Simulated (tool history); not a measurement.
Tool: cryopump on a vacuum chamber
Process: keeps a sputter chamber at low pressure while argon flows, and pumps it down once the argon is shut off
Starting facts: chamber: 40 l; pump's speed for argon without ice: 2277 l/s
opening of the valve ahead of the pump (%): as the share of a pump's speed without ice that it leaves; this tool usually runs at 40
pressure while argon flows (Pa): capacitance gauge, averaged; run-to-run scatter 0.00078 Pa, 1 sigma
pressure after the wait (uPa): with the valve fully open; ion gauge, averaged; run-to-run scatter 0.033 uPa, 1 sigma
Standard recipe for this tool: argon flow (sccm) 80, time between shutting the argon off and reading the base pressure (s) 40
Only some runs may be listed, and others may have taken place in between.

run,hour,argon flow (sccm),time between shutting the argon off and reading the base pressure (s),opening of the valve ahead of the pump (%),pressure while argon flows (Pa),pressure after the wait (uPa)
1,0,80,40,40,0.1634,2.21
2,76,80,40,15,0.4152,2.25
3,154.3,80,203,40,0.1689,1
# hour 219.3: pump warmed up, emptied and cooled again
4,246.7,80,40,17,0.3492,2.21
5,359.3,80,40,59,0.1049,2.3
6,450.9,80,40,59,0.1057,2.23
7,561.2,80,40,40,0.1559,2.36
8,643,80,26,40,0.1565,3.25
9,705.8,80,40,40,0.1599,2.41
10,765,80,212,21,0.2945,1.13
11,828.5,80,272,43,0.1505,1.11
12,907.9,56,272,43,0.1075,1.18

Run 13 is up next; what results do you expect?
13,991.4,142,52,31,?,?

pressure while argon flows (Pa): 0.3685
pressure after the wait (uPa): 2.23
On a tool with no hidden condition, and with the same random variation, this run would have come out at pressure while argon flows (Pa) 0.3395, pressure after the wait (uPa) 1.39.

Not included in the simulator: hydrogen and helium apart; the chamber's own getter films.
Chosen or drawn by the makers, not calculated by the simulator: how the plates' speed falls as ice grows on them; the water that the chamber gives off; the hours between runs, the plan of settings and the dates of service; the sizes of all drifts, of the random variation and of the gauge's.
